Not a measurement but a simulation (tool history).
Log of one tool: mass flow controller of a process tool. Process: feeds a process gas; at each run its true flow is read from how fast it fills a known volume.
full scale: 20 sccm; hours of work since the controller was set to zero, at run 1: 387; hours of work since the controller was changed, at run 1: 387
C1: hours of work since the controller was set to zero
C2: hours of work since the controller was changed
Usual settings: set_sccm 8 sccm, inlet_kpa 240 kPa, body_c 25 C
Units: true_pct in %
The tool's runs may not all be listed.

{"run": 1, "hour": 0.0, "set_sccm": 8, "inlet_kpa": 240, "body_c": 25, "C1": 387, "C2": 387, "true_pct": 99.06}
{"run": 2, "hour": 230.9, "set_sccm": 8, "inlet_kpa": 240, "body_c": 25, "C1": 542, "C2": 542, "true_pct": 99.21}
{"run": 3, "hour": 587.9, "set_sccm": 8, "inlet_kpa": 240, "body_c": 25, "C1": 781, "C2": 781, "true_pct": 99.08}
{"run": 4, "hour": 913.4, "set_sccm": 8, "inlet_kpa": 240, "body_c": 25, "C1": 1000, "C2": 1000, "true_pct": 98.97}
{"run": 5, "hour": 1311.0, "set_sccm": 8, "inlet_kpa": 240, "body_c": 25, "C1": 1266, "C2": 1266, "true_pct": 98.79}
{"run": 6, "hour": 1736.2, "set_sccm": 8, "inlet_kpa": 240, "body_c": 25, "C1": 1551, "C2": 1551, "true_pct": 98.8}
{"run": 7, "hour": 2070.3, "set_sccm": 8, "inlet_kpa": 240, "body_c": 21, "C1": 1775, "C2": 1775, "true_pct": 98.93}
{"hour": 2096.4, "done": "controller's zero set anew"}
{"run": 8, "hour": 2437.3, "set_sccm": 8, "inlet_kpa": 240, "body_c": 21, "C1": 229, "C2": 2021, "true_pct": 98.81}
{"run": 9, "hour": 2685.6, "set_sccm": 16, "inlet_kpa": 240, "body_c": 25, "C1": 395, "C2": 2188, "true_pct": 98.61}
{"run": 10, "hour": 2863.6, "set_sccm": 14, "inlet_kpa": 240, "body_c": 25, "C1": 514, "C2": 2307, "true_pct": 98.31}
{"run": 11, "hour": 3093.3, "set_sccm": 6, "inlet_kpa": 164, "body_c": 25, "C1": 668, "C2": 2461, "true_pct": 98.91}
{"run": 12, "hour": 3447.5, "set_sccm": 3, "inlet_kpa": 164, "body_c": 27, "C1": 906, "C2": 2698, "true_pct": 99.6}
{"hour": 3521.6, "done": "controller's zero set anew, once more"}
{"run": 13, "hour": 3643.3, "set_sccm": 3, "inlet_kpa": 164, "body_c": 27, "C1": 82, "C2": 2829, "true_pct": 98.14}
{"run": 14, "hour": 3882.6, "set_sccm": 8, "inlet_kpa": 142, "body_c": 24, "C1": 242, "C2": 2990, "true_pct": 98.25}
{"run": 15, "hour": 4228.6, "set_sccm": 8, "inlet_kpa": 184, "body_c": 22, "C1": 474, "C2": 3222, "true_pct": 98.06}
{"run": 16, "hour": 4646.6, "set_sccm": 14, "inlet_kpa": 184, "body_c": 38, "C1": 754, "C2": 3502, "true_pct": 96.91}
{"run": 17, "hour": 4921.0, "set_sccm": 14, "inlet_kpa": 184, "body_c": 38, "C1": 938, "C2": 3686, "true_pct": 96.83}
{"run": 18, "hour": 5105.5, "set_sccm": 8, "inlet_kpa": 262, "body_c": 23, "C1": 1062, "C2": 3810, "true_pct": 97.48}

Forecast each of these 5 alternatives for the next run:
{"run": "A", "hour": 5526.5, "set_sccm": 8, "inlet_kpa": 155, "body_c": 30, "C1": 1344, "C2": 4092, "true_pct": "?"}
{"run": "B", "hour": 5526.5, "set_sccm": 2, "inlet_kpa": 255, "body_c": 26, "C1": 1344, "C2": 4092, "true_pct": "?"}
{"run": "C", "hour": 5526.5, "set_sccm": 3, "inlet_kpa": 234, "body_c": 34, "C1": 1344, "C2": 4092, "true_pct": "?"}
{"run": "D", "hour": 5526.5, "set_sccm": 6, "inlet_kpa": 262, "body_c": 22, "C1": 1344, "C2": 4092, "true_pct": "?"}
{"run": "E", "hour": 5526.5, "set_sccm": 8, "inlet_kpa": 230, "body_c": 23, "C1": 1344, "C2": 4092, "true_pct": "?"}

run=A true_pct=97.41
run=B true_pct=98.15
run=C true_pct=97.1
run=D true_pct=97.55
run=E true_pct=97.65
Without the tool's hidden state the same runs would have given:
run=A true_pct=99.58
run=B true_pct=99.36
run=C true_pct=98.74
run=D true_pct=99.61
run=E true_pct=99.82
